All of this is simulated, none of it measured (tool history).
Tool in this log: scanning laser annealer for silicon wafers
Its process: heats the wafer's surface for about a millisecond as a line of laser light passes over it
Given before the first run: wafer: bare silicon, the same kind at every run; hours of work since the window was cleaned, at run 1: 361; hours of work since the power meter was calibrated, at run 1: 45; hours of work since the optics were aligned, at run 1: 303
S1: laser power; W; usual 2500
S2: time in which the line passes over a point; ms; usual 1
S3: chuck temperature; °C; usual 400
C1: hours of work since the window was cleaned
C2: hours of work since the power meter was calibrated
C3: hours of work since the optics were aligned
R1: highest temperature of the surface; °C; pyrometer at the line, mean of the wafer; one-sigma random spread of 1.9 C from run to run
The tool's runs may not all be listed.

run	day	S1	S2	S3	C1	C2	C3	R1
1	0	2500	1	400	361	45	303	1178
2	1.462	2500	1	400	378	63	320	1177
3	2.625	2500	1	400	392	77	334	1180
4	3.354	2500	1	400	401	85	343	1179
5	4.146	2500	1	400	410	95	352	1176
6	5.721	2500	1	400	429	114	371	1173
7	6.538	2500	1	400	439	123	381	1171
8	7.888	2500	1	400	455	139	397	1172
9	9.254	2500	1	374	471	156	413	1144
10	10.412	2500	1	374	485	170	427	1143
11	11.246	2500	1	374	495	180	437	1145
12	12.083	2500	1	374	505	190	447	1144
13	12.925	2500	0.71	400	515	200	457	1049
14	14.021	2500	0.71	400	528	213	470	1049
15	15.729	2500	1	400	548	233	491	1169
16	17.346	2500	1	400	568	252	510	1166
17	18.579	2500	1	366	582	267	525	1136

The next listed run, before its measurement:
18	20.129	2500	1	366	601	286	543	?

R1: 1126 °C
Were there no unlogged condition in the tool, this run, its random variation unchanged, would have produced R1 1162 °C.

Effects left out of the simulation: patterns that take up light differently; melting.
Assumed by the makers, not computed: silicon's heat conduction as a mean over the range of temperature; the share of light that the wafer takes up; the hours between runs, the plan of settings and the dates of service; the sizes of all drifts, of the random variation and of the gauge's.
